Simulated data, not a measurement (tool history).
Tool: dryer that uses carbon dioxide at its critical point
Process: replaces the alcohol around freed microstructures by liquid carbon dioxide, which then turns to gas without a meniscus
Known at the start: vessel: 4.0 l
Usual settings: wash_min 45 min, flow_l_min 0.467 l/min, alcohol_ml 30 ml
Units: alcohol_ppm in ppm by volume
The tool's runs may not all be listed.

run	hour	wash_min	flow_l_min	alcohol_ml	alcohol_ppm
1	0	45	0.467	30	117
2	5.2	45	0.467	30	122
3	13.5	45	0.467	30	110
4	22.1	45	0.467	30	115
5	34.1	45	0.467	30	126
6	42.3	45	0.467	30	118
7	49.5	45	0.467	30	122
8	55.2	45	0.467	30	135
9	62.7	45	0.467	35	147
10	72.4	45	0.467	35	147
11	79	45	0.467	88	319
12	87.9	45	0.38	30	271
13	96.9	45	0.38	30	285
14	107.4	45	0.38	30	281
15	113	50	0.467	30	96
16	119.2	35	0.467	30	306
17	131.4	45	0.467	30	153
18	138.2	45	0.754	30	50
19	144.3	45	0.754	30	46
20	153.2	36	0.754	30	68
21	161.3	36	0.754	30	63
22	172.1	30	0.286	42	2079
23	177.5	31	0.467	64	956
24	183.4	31	0.467	64	984
25	195.8	30	0.638	30	220

The next listed run, before its measurement:
26	204.3	41	0.506	57	?

alcohol_ppm: 301 ppm by volume
Without the tool's hidden state the same run would have given alcohol_ppm 110 ppm by volume.

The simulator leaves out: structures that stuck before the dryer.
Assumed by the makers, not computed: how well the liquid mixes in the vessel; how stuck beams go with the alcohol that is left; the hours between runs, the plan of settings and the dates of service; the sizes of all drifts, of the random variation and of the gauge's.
